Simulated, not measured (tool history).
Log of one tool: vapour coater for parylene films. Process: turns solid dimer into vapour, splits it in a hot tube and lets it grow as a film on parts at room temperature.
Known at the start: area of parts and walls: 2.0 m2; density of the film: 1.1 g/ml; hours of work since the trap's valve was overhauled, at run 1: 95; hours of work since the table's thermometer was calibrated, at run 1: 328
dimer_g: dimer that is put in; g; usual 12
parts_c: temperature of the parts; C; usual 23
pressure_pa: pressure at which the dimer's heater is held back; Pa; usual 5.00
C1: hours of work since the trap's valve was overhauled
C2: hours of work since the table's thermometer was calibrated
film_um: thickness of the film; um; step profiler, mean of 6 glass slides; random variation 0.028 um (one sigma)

run 1 hour=0.0 | dimer_g=12 parts_c=23 pressure_pa=5.00 | C1=95 C2=328 | film_um=4.06
run 2 hour=24.9 | dimer_g=12 parts_c=23 pressure_pa=5.00 | C1=107 C2=340 | film_um=4.02
run 3 hour=37.9 | dimer_g=12 parts_c=23 pressure_pa=5.00 | C1=113 C2=346 | film_um=4.05
run 4 hour=48.4 | dimer_g=12 parts_c=23 pressure_pa=3.34 | C1=118 C2=351 | film_um=4.26
run 5 hour=64.3 | dimer_g=12 parts_c=23 pressure_pa=3.34 | C1=125 C2=358 | film_um=4.32
run 6 hour=78.4 | dimer_g=12 parts_c=23 pressure_pa=3.34 | C1=132 C2=365 | film_um=4.24
run 7 hour=93.7 | dimer_g=12 parts_c=23 pressure_pa=5.00 | C1=139 C2=372 | film_um=4.02
run 8 hour=107.3 | dimer_g=12 parts_c=23 pressure_pa=5.00 | C1=146 C2=379 | film_um=4.03
run 9 hour=123.3 | dimer_g=12 parts_c=23 pressure_pa=5.00 | C1=153 C2=386 | film_um=4.01
run 10 hour=142.5 | dimer_g=12 parts_c=23 pressure_pa=5.00 | C1=162 C2=395 | film_um=3.97
run 11 hour=157.5 | dimer_g=12 parts_c=23 pressure_pa=5.00 | C1=169 C2=403 | film_um=3.96
run 12 hour=172.7 | dimer_g=12 parts_c=23 pressure_pa=5.00 | C1=177 C2=410 | film_um=3.92
-- hour=177.8 trap's valve overhauled
run 13 hour=199.4 | dimer_g=12 parts_c=23 pressure_pa=5.00 | C1=10 C2=421 | film_um=3.89
-- hour=218.2 trap's valve overhauled, once more
run 14 hour=223.6 | dimer_g=12 parts_c=23 pressure_pa=5.00 | C1=3 C2=430 | film_um=4.23
run 15 hour=245.2 | dimer_g=12 parts_c=23 pressure_pa=5.00 | C1=13 C2=440 | film_um=4.21
run 16 hour=267.7 | dimer_g=12 parts_c=23 pressure_pa=5.00 | C1=23 C2=451 | film_um=4.18
run 17 hour=289.1 | dimer_g=12 parts_c=23 pressure_pa=3.14 | C1=34 C2=461 | film_um=4.45
run 18 hour=303.0 | dimer_g=12 parts_c=23 pressure_pa=3.14 | C1=40 C2=468 | film_um=4.54
run 19 hour=322.9 | dimer_g=12 parts_c=23 pressure_pa=5.00 | C1=50 C2=477 | film_um=4.15
run 20 hour=341.5 | dimer_g=12 parts_c=23 pressure_pa=2.35 | C1=58 C2=486 | film_um=4.66
run 21 hour=354.4 | dimer_g=12 parts_c=23 pressure_pa=2.35 | C1=65 C2=492 | film_um=4.67
run 22 hour=366.7 | dimer_g=12 parts_c=23 pressure_pa=7.26 | C1=70 C2=498 | film_um=3.97
run 23 hour=385.6 | dimer_g=5 parts_c=22 pressure_pa=2.14 | C1=79 C2=507 | film_um=2.04
run 24 hour=410.0 | dimer_g=15 parts_c=17 pressure_pa=3.07 | C1=91 C2=518 | film_um=6.48
run 25 hour=429.6 | dimer_g=15 parts_c=17 pressure_pa=3.07 | C1=100 C2=528 | film_um=6.53
run 26 hour=448.0 | dimer_g=15 parts_c=17 pressure_pa=3.07 | C1=109 C2=536 | film_um=6.51
run 27 hour=465.2 | dimer_g=15 parts_c=17 pressure_pa=3.07 | C1=117 C2=545 | film_um=6.47
run 28 hour=478.3 | dimer_g=7 parts_c=17 pressure_pa=3.61 | C1=123 C2=551 | film_um=3.02
run 29 hour=492.0 | dimer_g=7 parts_c=17 pressure_pa=3.61 | C1=130 C2=557 | film_um=3.00
run 30 hour=512.2 | dimer_g=6 parts_c=26 pressure_pa=7.20 | C1=139 C2=567 | film_um=1.69
run 31 hour=531.9 | dimer_g=6 parts_c=26 pressure_pa=7.20 | C1=149 C2=576 | film_um=1.67
run 32 hour=552.4 | dimer_g=6 parts_c=28 pressure_pa=8.28 | C1=158 C2=586 | film_um=1.49
run 33 hour=562.5 | dimer_g=7 parts_c=26 pressure_pa=11.52 | C1=163 C2=591 | film_um=1.79
run 34 hour=580.8 | dimer_g=7 parts_c=26 pressure_pa=11.52 | C1=172 C2=599 | film_um=1.81
run 35 hour=596.7 | dimer_g=12 parts_c=23 pressure_pa=8.81 | C1=179 C2=607 | film_um=3.73
run 36 hour=610.1 | dimer_g=16 parts_c=23 pressure_pa=5.23 | C1=186 C2=613 | film_um=5.35
run 37 hour=622.9 | dimer_g=15 parts_c=22 pressure_pa=5.00 | C1=192 C2=619 | film_um=5.32
run 38 hour=640.4 | dimer_g=12 parts_c=23 pressure_pa=2.23 | C1=200 C2=628 | film_um=4.55
run 39 hour=656.8 | dimer_g=7 parts_c=15 pressure_pa=2.23 | C1=208 C2=635 | film_um=2.95
run 40 hour=671.0 | dimer_g=7 parts_c=15 pressure_pa=2.23 | C1=214 C2=642 | film_um=2.90
run 41 hour=684.2 | dimer_g=5 parts_c=16 pressure_pa=8.24 | C1=221 C2=648 | film_um=2.06

Measured less the same run without the tool's hidden state. The same run-to-run variation is in both; the gauge's scatter may not be:
The hidden state here: vapour lost through the trap's worn valve, %; true temperature of the parts over the reading, C; drift of the gauge itself on film_um, %.
run=1 film_um=-0.04
run=2 film_um=-0.05
run=3 film_um=-0.06
run=4 film_um=-0.07
run=5 film_um=-0.08
run=6 film_um=-0.08
run=7 film_um=-0.08
run=8 film_um=-0.10
run=9 film_um=-0.10
run=10 film_um=-0.10
run=11 film_um=-0.12
run=12 film_um=-0.13
run=13 film_um=-0.23
run=14 film_um=+0.12
run=15 film_um=+0.11
run=16 film_um=+0.10
run=17 film_um=+0.10
run=18 film_um=+0.09
run=19 film_um=+0.08
run=20 film_um=+0.07
run=21 film_um=+0.07
run=22 film_um=+0.06
run=23 film_um=+0.02
run=24 film_um=-0.18
run=25 film_um=-0.20
run=26 film_um=-0.21
run=27 film_um=-0.23
run=28 film_um=-0.11
run=29 film_um=-0.12
run=30 film_um=+0.00
run=31 film_um=-0.01
run=32 film_um=-0.01
run=33 film_um=-0.02
run=34 film_um=-0.02
run=35 film_um=-0.05
run=36 film_um=-0.07
run=37 film_um=-0.08
run=38 film_um=-0.07
run=39 film_um=-0.19
run=40 film_um=-0.20
run=41 film_um=-0.13
